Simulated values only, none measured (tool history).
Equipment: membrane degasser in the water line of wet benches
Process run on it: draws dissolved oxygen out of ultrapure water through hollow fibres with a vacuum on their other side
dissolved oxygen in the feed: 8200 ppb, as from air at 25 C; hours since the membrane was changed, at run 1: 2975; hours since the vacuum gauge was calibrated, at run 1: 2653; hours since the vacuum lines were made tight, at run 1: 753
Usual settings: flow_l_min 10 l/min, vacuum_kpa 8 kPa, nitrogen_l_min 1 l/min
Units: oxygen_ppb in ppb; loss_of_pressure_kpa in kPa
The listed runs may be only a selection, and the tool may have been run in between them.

run	hour	flow_l_min	vacuum_kpa	nitrogen_l_min	hours since the membrane was changed	hours since the vacuum gauge was calibrated	hours since the vacuum lines were made tight	oxygen_ppb	loss_of_pressure_kpa
1	0	10	8	1	2975	2653	753	125.3	52.92
2	61.4	10	8	1	3036	2714	814	126.6	52.9
3	100.4	10	8	0.54	3075	2753	853	213	53.28
4	162.3	10	8	0.54	3137	2815	915	211.5	52.78
5	242.9	10	8	0.54	3218	2896	996	210.1	52.68
6	321.3	10	8	0.54	3296	2974	1074	215.8	52.88
7	400.3	10	8	0.54	3375	3053	1153	215.7	53.39
8	476.8	15	12.29	0.84	3452	3130	1230	398.8	79.19
9	558.2	6	8	0.52	3533	3211	1311	134.5	31.82
10	620.3	6	8	0.52	3595	3273	1373	136.2	31.96
11	690.6	6	6.48	0.52	3666	3343	1443	95.1	31.9
12	764.5	12	6.48	1.15	3739	3417	1517	104.9	63.76
13	835.3	12	6.48	1.15	3810	3488	1588	105.4	63.25

How would selected steps in oxygen_ppb from run to run divide? Give the signed amount a tool lacking its hidden state would still show from settings, what came in and random variation, and the signed amount left for the hidden state, including any gauge scatter that is not in both of the compared results.
What the log doesn't record here: membrane still open, %; true pressure behind the membrane over the reading, kPa; air that leaks in behind the membrane, l/min; drift of the gauge itself on oxygen_ppb, %; drift of the gauge itself on loss_of_pressure_kpa, %.
Run 8 -> 9: flow_l_min 15 -> 6, vacuum_kpa 12.29 -> 8, nitrogen_l_min 0.84 -> 0.52. oxygen_ppb -264.3 ppb: hidden state -6.1, all else -258.2.
